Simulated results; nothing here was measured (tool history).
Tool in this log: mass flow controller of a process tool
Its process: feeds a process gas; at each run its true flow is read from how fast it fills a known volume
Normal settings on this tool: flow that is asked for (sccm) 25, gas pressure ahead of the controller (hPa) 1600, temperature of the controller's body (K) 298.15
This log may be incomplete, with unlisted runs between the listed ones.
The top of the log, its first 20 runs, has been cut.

run	hour	flow that is asked for (sccm)	gas pressure ahead of the controller (hPa)	temperature of the controller's body (K)	hours of work since the controller was set to zero	hours of work since the controller was changed	true flow (%)
21	3908.3	25	1600	297.15	2347	2347	99.32
22	4093.8	25	1600	304.15	2406	2406	98.92
23	4213.6	35	1850	297.15	2444	2444	99.57
24	4385.2	35	1590	297.15	2499	2499	99.56
25	4615.9	35	1590	297.15	2573	2573	99.8
26	4802.4	35	1920	295.15	2632	2632	99.84
27	5066.1	12	2540	310.15	2717	2717	97.71
28	5249.4	12	2540	310.15	2775	2775	97.85
29	5435.3	12	1520	310.15	2835	2835	98.18
30	5618.6	23	1600	310.15	2893	2893	98.55
31	5882.8	23	1600	310.15	2977	2977	98.58
32	6087.7	23	1600	310.15	3043	3043	98.67
33	6366.4	23	1600	310.15	3132	3132	98.59
34	6514.9	23	1600	310.15	3179	3179	98.61
35	6780.2	33	1690	298.15	3264	3264	99.41
36	6967.5	33	1690	298.15	3324	3324	99.51

What does the tool deliver on the next run?
37	7188.7	36	2280	294.15	3395	3395	?

true flow (%): 99.76
Were there no unlogged condition in the tool, this run, its random variation unchanged, would have produced true flow (%) 99.75.
